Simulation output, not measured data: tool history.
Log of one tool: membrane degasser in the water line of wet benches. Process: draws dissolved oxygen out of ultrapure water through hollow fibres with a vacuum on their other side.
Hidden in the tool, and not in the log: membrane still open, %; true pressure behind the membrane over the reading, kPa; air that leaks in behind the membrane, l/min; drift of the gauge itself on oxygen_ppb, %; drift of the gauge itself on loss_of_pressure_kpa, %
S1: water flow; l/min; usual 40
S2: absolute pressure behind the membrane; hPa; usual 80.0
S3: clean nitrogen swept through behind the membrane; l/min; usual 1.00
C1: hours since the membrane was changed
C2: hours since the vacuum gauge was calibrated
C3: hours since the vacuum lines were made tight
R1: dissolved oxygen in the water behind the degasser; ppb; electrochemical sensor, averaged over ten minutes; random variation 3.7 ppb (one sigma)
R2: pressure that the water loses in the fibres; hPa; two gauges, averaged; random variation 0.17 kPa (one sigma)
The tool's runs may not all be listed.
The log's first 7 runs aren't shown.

run	hour	S1	S2	S3	C1	C2	C3	R1	R2
8	303.1	42	80.0	1.00	1785	5184	8684	435.2	319.6
9	335.1	34	80.0	1.00	1817	5216	8716	361.6	254.4
10	383.2	34	80.0	1.00	1865	5264	8765	359.6	255.6
11	429.4	34	80.0	1.00	1911	5310	8811	365.0	255.3
12	480.9	40	80.0	1.00	1962	5362	8862	416.4	304.5
13	515.3	40	80.0	1.00	1997	5396	8897	409.7	299.9
14	545.5	43	80.0	1.00	2027	5427	8927	438.4	325.7
15	595.5	43	80.0	1.00	2077	5477	8977	442.2	320.0
16	649.8	43	80.0	1.00	2131	5531	9031	442.3	324.3

Forecast run 17:
17	683.8	37	114.6	0.56	2165	5565	9065	?	?

{"run 17": {"R1": 940.6, "R2": 275.3}}
Without the tool's hidden state the same run would have given R1 907.7 ppb, R2 272.1 hPa.

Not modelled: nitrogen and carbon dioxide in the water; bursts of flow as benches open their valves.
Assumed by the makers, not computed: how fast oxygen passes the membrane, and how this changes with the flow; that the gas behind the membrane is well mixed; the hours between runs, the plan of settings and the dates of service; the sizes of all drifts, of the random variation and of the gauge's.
